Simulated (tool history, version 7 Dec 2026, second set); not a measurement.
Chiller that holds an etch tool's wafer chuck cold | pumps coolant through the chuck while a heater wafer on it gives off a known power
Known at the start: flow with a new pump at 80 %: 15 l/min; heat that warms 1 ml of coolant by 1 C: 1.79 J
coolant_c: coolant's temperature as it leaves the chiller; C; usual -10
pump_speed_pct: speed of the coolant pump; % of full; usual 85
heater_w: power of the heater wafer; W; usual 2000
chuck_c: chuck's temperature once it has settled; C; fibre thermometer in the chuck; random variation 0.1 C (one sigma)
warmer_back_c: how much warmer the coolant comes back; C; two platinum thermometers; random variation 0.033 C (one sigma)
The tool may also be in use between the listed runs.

run,hour,coolant_c,pump_speed_pct,heater_w,chuck_c,warmer_back_c
1,0.0,-10,85,2000,12.3,4.26
2,34.7,-10,85,2000,12.3,4.23
3,56.0,-10,85,2000,12.4,4.22
4,83.3,-19,85,2000,3.5,4.21
5,107.9,-10,85,2916,22.6,6.06
6,135.6,-10,85,1922,11.6,3.92
7,161.9,-10,85,1922,11.6,3.90
8,182.4,-10,85,1922,11.5,3.92
9,202.1,-10,85,2000,12.4,4.11
10,228.1,-10,85,2000,12.5,4.04
11,256.1,0,85,1651,18.4,3.22
12,277.1,0,85,1651,18.4,3.28
13,298.2,-10,72,2513,21.6,6.00

Run 14 comes next. What will it give?
14,331.4,-10,72,2513,?,?

{"run 14": {"chuck_c": 21.7, "warmer_back_c": 5.99}}
Without the tool's hidden state the same run would have given chuck_c 21.7 C, warmer_back_c 6.26 C.

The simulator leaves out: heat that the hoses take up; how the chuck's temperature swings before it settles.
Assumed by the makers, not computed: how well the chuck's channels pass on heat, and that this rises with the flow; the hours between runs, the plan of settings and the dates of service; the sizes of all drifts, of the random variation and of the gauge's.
